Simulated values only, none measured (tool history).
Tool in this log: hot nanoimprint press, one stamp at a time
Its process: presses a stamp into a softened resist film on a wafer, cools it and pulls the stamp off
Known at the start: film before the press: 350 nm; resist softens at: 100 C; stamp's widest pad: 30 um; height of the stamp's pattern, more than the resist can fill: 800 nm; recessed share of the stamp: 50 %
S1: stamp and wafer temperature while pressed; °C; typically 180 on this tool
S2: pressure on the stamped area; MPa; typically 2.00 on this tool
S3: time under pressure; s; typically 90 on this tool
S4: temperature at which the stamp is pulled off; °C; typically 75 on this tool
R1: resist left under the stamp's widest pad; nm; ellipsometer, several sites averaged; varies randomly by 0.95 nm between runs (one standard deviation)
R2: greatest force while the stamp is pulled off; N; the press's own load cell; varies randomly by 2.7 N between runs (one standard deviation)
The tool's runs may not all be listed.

run,hour,S1,S2,S3,S4,R1,R2
1,0.0,180,2.00,90,75,133.8,135
2,6.2,180,2.00,54,75,160.8,129
3,10.4,180,2.00,54,75,160.4,131
4,17.9,178,2.00,54,75,170.3,123
5,22.4,178,2.00,54,75,172.7,127
6,28.3,180,2.00,90,75,132.8,129
7,36.7,180,2.00,90,75,133.7,131
8,44.5,180,2.00,79,71,139.0,146
9,49.4,180,1.84,90,75,140.9,128
10,53.7,180,2.00,62,75,153.4,131
11,59.8,178,1.20,107,65,176.2,165
12,65.7,179,2.82,98,65,111.0,154
13,73.5,175,1.27,114,74,187.7,131

Table of differences, measured result less the result of that run with no hidden state. Run-to-run variation is the same in both. Gauge scatter possibly is not:
Unlogged tool condition in this case: true temperature over the reading, C; pressure that arrives at the usual setting, %; grip of the stamp's worn release coat, % over a new coat's; drift of the gauge itself on residual_nm, %; drift of the gauge itself on pull_off_n, %.
run,R2
1,+2
2,+2
3,+2
4,+1
5,+2
6,+2
7,+1
8,+2
9,+1
10,+2
11,+2
12,+3
13,+2
R1: within 0.2 nm of the measured result in every run.
